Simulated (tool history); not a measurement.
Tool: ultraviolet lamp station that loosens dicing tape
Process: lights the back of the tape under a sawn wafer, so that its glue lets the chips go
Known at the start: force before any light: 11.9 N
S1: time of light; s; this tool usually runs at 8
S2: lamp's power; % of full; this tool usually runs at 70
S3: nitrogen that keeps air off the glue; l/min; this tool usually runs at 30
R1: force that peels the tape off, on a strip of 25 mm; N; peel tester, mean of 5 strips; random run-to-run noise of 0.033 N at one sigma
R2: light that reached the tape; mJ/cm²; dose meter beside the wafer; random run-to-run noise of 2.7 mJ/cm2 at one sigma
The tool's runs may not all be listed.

run 1 hour=0 | S1=8 S2=70 S3=30 | R1=2.649 R2=261
run 2 hour=35.9 | S1=8 S2=70 S3=30 | R1=2.756 R2=254
run 3 hour=81.9 | S1=8 S2=70 S3=16 | R1=3.865 R2=242
run 4 hour=134.9 | S1=8 S2=70 S3=30 | R1=2.967 R2=242
run 5 hour=194.2 | S1=8 S2=70 S3=30 | R1=2.993 R2=236
run 6 hour=235.4 | S1=8 S2=70 S3=30 | R1=3.198 R2=228
run 7 hour=289.1 | S1=8 S2=70 S3=30 | R1=3.328 R2=227
run 8 hour=332.9 | S1=7 S2=100 S3=30 | R1=2.519 R2=277
run 9 hour=381 | S1=7 S2=100 S3=30 | R1=2.162 R2=294
run 10 hour=413.3 | S1=7 S2=100 S3=30 | R1=2.266 R2=288
run 11 hour=454.2 | S1=7 S2=100 S3=30 | R1=2.443 R2=284
run 12 hour=513 | S1=7 S2=70 S3=30 | R1=3.918 R2=191
run 13 hour=566.8 | S1=4 S2=68 S3=30 | R1=6.466 R2=105
run 14 hour=607.3 | S1=5 S2=87 S3=57 | R1=3.816 R2=162

Between the runs listed above, the log contained 1 entry, not reproduced here. Where in the sequence does each belong, and how does what the log doesn't record of the tool's condition differ from the listed run before to the listed run after?
From run 8 to run 9: window cleaned of glue's vapour (hour 336.6)
  lamp's light, % of a new lamp's: 68.7 -> 67.9; light that the window lets through, % of a clean one's: 90.1 -> 98.3
  difference, measured minus the result without the unlogged condition, R1: +1.464 -> +1.149 N; R2: -168 -> -146 mJ/cm²
